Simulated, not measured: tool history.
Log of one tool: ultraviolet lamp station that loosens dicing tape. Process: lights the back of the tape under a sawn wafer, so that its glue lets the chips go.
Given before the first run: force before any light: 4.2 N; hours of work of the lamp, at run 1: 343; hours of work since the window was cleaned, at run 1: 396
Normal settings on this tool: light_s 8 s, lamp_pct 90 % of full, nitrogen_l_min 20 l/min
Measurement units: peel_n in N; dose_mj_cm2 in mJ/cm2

run	hour	light_s	lamp_pct	nitrogen_l_min	hours of work of the lamp	hours of work since the window was cleaned	peel_n	dose_mj_cm2
1	0.0	8	90	20	343	396	0.487	372
2	43.9	8	90	20	362	414	0.510	368
3	68.4	8	69	20	372	424	0.783	288
4	110.3	8	69	20	389	442	0.780	280
5	153.7	8	69	20	408	460	0.803	282
6	195.4	8	69	20	425	478	0.813	272
# hour 202.9: window cleaned of glue's vapour
7	217.3	8	64	20	434	6	0.846	270
8	245.0	8	92	20	446	18	0.467	388
9	289.3	8	85	20	464	36	0.529	359
10	315.0	8	85	20	475	47	0.526	354
11	339.0	8	85	20	485	57	0.550	354
12	366.1	8	90	20	496	68	0.514	377
13	386.1	8	64	20	505	77	0.862	260
14	408.0	8	64	20	514	86	0.860	261
15	428.8	8	90	20	523	95	0.525	368
16	458.9	5	90	20	535	107	1.076	232
17	502.9	5	90	20	554	126	1.046	226
18	527.3	5	90	28	564	136	0.962	226
19	571.8	5	90	28	583	155	0.999	229
20	594.1	5	90	28	592	164	0.977	227
21	639.0	5	90	28	611	183	0.995	222
22	666.8	5	90	28	622	194	0.991	220
23	704.5	13	90	9	638	210	0.337	570
24	741.5	13	90	9	654	226	0.345	571
25	773.6	4	67	9	667	239	2.373	131
26	801.7	6	90	12	679	251	1.139	256
27	840.0	5	91	8	695	267	1.557	214
28	884.3	6	71	17	714	286	1.293	206
29	925.2	11	90	39	731	303	0.230	463
30	948.9	7	90	39	741	313	0.562	297
31	991.9	14	66	39	759	331	0.282	430
32	1028.7	9	90	36	774	346	0.359	378
33	1063.3	11	90	8	789	361	0.592	458
34	1103.0	11	77	8	805	377	0.745	384
35	1130.0	5	96	21	817	389	1.105	218
36	1149.6	5	96	21	825	397	1.145	219
37	1171.5	8	83	25	834	406	0.666	300
38	1199.8	8	83	25	846	418	0.668	298
39	1224.6	10	71	20	856	428	0.658	318
40	1257.4	11	90	7	870	442	0.663	437
41	1288.6	11	90	7	883	455	0.661	437
42	1308.0	12	91	16	891	463	0.343	479
43	1327.9	8	61	21	899	471	1.165	217

Each row is a separate what-if for the run after 43, all from the same tool condition, not one after another. Results?
# hour 1349.5: window cleaned of glue's vapour
A	1357.2	5	67	20	911	3	?	?
# hour 1349.5: window cleaned of glue's vapour
B	1357.2	8	90	23	911	3	?	?
# hour 1349.5: window cleaned of glue's vapour
C	1357.2	8	61	8	911	3	?	?
# hour 1349.5: window cleaned of glue's vapour
D	1357.2	15	77	9	911	3	?	?

run	peel_n	dose_mj_cm2
A	1.647	157
B	0.554	338
C	1.559	227
D	0.377	538
Without the tool's unlogged condition, the same runs would have read:
run	peel_n	dose_mj_cm2
A	1.280	201
B	0.348	431
C	1.184	291
D	0.230	687
